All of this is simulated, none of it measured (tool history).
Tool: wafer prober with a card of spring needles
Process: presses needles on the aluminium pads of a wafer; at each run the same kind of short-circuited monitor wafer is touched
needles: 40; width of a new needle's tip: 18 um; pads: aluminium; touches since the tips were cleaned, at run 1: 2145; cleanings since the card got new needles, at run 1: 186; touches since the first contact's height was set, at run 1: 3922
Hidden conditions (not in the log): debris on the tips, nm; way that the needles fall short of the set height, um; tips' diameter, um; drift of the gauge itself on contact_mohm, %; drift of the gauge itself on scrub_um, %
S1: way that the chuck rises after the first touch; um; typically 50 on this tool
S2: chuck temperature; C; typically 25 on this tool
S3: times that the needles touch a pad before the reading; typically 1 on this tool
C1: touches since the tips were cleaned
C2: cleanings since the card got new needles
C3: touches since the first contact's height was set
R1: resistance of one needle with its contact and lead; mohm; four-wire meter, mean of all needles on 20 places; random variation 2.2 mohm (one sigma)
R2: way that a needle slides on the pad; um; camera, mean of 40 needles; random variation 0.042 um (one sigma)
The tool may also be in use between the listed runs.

run,hour,S1,S2,S3,C1,C2,C3,R1,R2
1,0.0,50,25,1,2145,186,3922,547,6.46
# hour 2.7: tips cleaned on abrasive film
# hour 13.1: tips cleaned on abrasive film
# hour 26.0: tips cleaned on abrasive film
# hour 39.0: tips cleaned on abrasive film
# hour 52.0: tips cleaned on abrasive film
# hour 64.9: tips cleaned on abrasive film
# hour 77.9: tips cleaned on abrasive film
# hour 90.9: tips cleaned on abrasive film
2,94.4,50,25,1,806,194,25458,442,6.42
# hour 102.2: tips cleaned on abrasive film
# hour 115.1: tips cleaned on abrasive film
# hour 128.1: tips cleaned on abrasive film
# hour 141.1: tips cleaned on abrasive film
# hour 151.5: tips cleaned on abrasive film
3,154.7,44,25,1,738,199,39225,477,5.61
# hour 162.5: tips cleaned on abrasive film
# hour 175.5: tips cleaned on abrasive film
# hour 188.4: tips cleaned on abrasive film
# hour 201.4: tips cleaned on abrasive film
# hour 214.4: tips cleaned on abrasive film
4,216.6,51,25,1,522,204,53370,382,6.39
# hour 227.0: tips cleaned on abrasive film
# hour 240.0: tips cleaned on abrasive film
# hour 253.0: tips cleaned on abrasive film
# hour 265.9: tips cleaned on abrasive film
5,269.4,51,25,1,793,208,65417,412,6.33
# hour 277.2: tips cleaned on abrasive film
# hour 290.2: tips cleaned on abrasive film
# hour 303.1: tips cleaned on abrasive film
# hour 313.5: tips cleaned on abrasive film
6,322.6,51,25,1,2087,212,77571,539,6.31
# hour 325.2: tips cleaned on abrasive film
# hour 338.2: tips cleaned on abrasive film
# hour 351.2: tips cleaned on abrasive film
# hour 364.1: tips cleaned on abrasive film
# hour 377.1: tips cleaned on abrasive film
# hour 390.1: tips cleaned on abrasive film
# hour 403.0: tips cleaned on abrasive film
# hour 413.4: tips cleaned on abrasive film
7,417.5,50,25,1,943,220,99243,483,6.07
# hour 425.4: tips cleaned on abrasive film
# hour 438.3: tips cleaned on abrasive film
# hour 451.3: tips cleaned on abrasive film
8,459.0,50,106,1,1769,223,108711,584,6.09
# hour 464.2: tips cleaned on abrasive film
# hour 477.2: tips cleaned on abrasive film
# hour 490.1: tips cleaned on abrasive film
# hour 503.1: tips cleaned on abrasive film
9,510.9,50,106,1,1801,227,120581,569,5.96
# hour 513.6: tips cleaned on abrasive film
# hour 524.0: tips cleaned on abrasive film
# hour 536.9: tips cleaned on abrasive film
# hour 549.9: tips cleaned on abrasive film
# hour 557.9: height of the first contact set anew
# hour 560.6: tips cleaned on abrasive film
# hour 573.6: tips cleaned on abrasive film
10,582.9,50,25,1,2139,233,5693,551,6.50
# hour 585.5: tips cleaned on abrasive film
# hour 595.9: tips cleaned on abrasive film
# hour 608.9: tips cleaned on abrasive film
# hour 621.9: tips cleaned on abrasive film
11,629.4,50,25,1,1732,237,16309,563,6.54
# hour 634.6: tips cleaned on abrasive film
# hour 647.6: tips cleaned on abrasive film
# hour 660.6: tips cleaned on abrasive film
# hour 670.9: tips cleaned on abrasive film
# hour 683.9: tips cleaned on abrasive film
12,692.1,50,25,1,1876,242,30623,583,6.41
# hour 694.7: tips cleaned on abrasive film
# hour 707.7: tips cleaned on abrasive film
# hour 718.1: tips cleaned on abrasive film
# hour 728.5: tips cleaned on abrasive film
# hour 741.4: tips cleaned on abrasive film
13,741.4,50,25,1,0,247,41869,286,6.34
# hour 754.4: tips cleaned on abrasive film
# hour 767.4: tips cleaned on abrasive film
# hour 780.3: tips cleaned on abrasive film
14,786.6,50,25,1,1436,250,52190,549,6.29
# hour 791.8: tips cleaned on abrasive film
# hour 804.8: tips cleaned on abrasive film
# hour 817.7: tips cleaned on abrasive film
# hour 830.7: tips cleaned on abrasive film
# hour 841.5: tips cleaned on abrasive film
15,841.5,50,25,1,0,255,64730,286,6.30
# hour 851.9: tips cleaned on abrasive film
# hour 864.9: tips cleaned on abrasive film
# hour 875.3: tips cleaned on abrasive film
# hour 888.3: tips cleaned on abrasive film
# hour 901.2: tips cleaned on abrasive film
# hour 914.2: tips cleaned on abrasive film
# hour 927.2: tips cleaned on abrasive film
16,934.6,34,25,3,1710,262,85987,541,4.13
# hour 939.8: tips cleaned on abrasive film
# hour 952.8: tips cleaned on abrasive film
# hour 965.8: tips cleaned on abrasive film
# hour 976.2: tips cleaned on abrasive film
# hour 989.1: tips cleaned on abrasive film
# hour 1002.1: tips cleaned on abrasive film
# hour 1012.5: tips cleaned on abrasive film
# hour 1025.5: tips cleaned on abrasive film
17,1030.3,34,25,3,1107,270,107822,526,3.99
# hour 1038.1: tips cleaned on abrasive film
# hour 1051.1: tips cleaned on abrasive film
# hour 1064.0: tips cleaned on abrasive film
18,1072.2,31,52,3,1890,273,117412,642,3.63
# hour 1074.9: tips cleaned on abrasive film
# hour 1085.3: tips cleaned on abrasive film
# hour 1098.3: tips cleaned on abrasive film
# hour 1111.2: tips cleaned on abrasive film
# hour 1121.6: tips cleaned on abrasive film
# hour 1132.2: height of the first contact set anew
# hour 1134.9: tips cleaned on abrasive film
# hour 1147.8: tips cleaned on abrasive film
# hour 1160.8: tips cleaned on abrasive film
19,1162.2,62,68,2,310,281,6825,306,8.03
# hour 1172.5: tips cleaned on abrasive film
# hour 1185.5: tips cleaned on abrasive film
# hour 1198.5: tips cleaned on abrasive film
# hour 1211.4: tips cleaned on abrasive film
# hour 1221.8: tips cleaned on abrasive film
# hour 1234.8: tips cleaned on abrasive film
20,1240.8,59,88,1,1384,287,24793,456,7.51
# hour 1246.1: tips cleaned on abrasive film
# hour 1256.5: tips cleaned on abrasive film
# hour 1269.4: tips cleaned on abrasive film
# hour 1282.4: tips cleaned on abrasive film
# hour 1292.8: tips cleaned on abrasive film
# hour 1305.8: tips cleaned on abrasive film
# hour 1318.7: tips cleaned on abrasive film
# hour 1331.7: tips cleaned on abrasive film
21,1332.8,69,25,1,246,295,45770,308,8.87
# hour 1343.2: tips cleaned on abrasive film
# hour 1353.6: tips cleaned on abrasive film
# hour 1366.5: tips cleaned on abrasive film
# hour 1378.1: tips cleaned on abrasive film
22,1378.1,39,25,2,0,299,56103,292,4.85
# hour 1388.4: tips cleaned on abrasive film
# hour 1401.4: tips cleaned on abrasive film
# hour 1411.8: tips cleaned on abrasive film
# hour 1424.8: tips cleaned on abrasive film
# hour 1435.2: tips cleaned on abrasive film
# hour 1448.1: tips cleaned on abrasive film
23,1455.3,44,53,2,1642,305,73737,515,5.43

Measured minus without-hidden-state, run by run (identical run-to-run variation in each term; gauge scatter may differ):
run,R1,R2
1,+297,-0.02
2,+192,-0.10
3,+224,-0.17
4,+134,-0.23
5,+164,-0.27
6,+292,-0.32
7,+236,-0.41
8,+309,-0.44
9,+301,-0.47
10,+303,-0.02
11,+312,-0.07
12,+335,-0.13
13,+42,-0.19
14,+302,-0.22
15,+35,-0.28
16,+282,-0.36
17,+266,-0.45
18,+372,-0.48
19,+47,-0.04
20,+190,-0.10
21,+66,-0.19
22,+38,-0.24
23,+259,-0.30
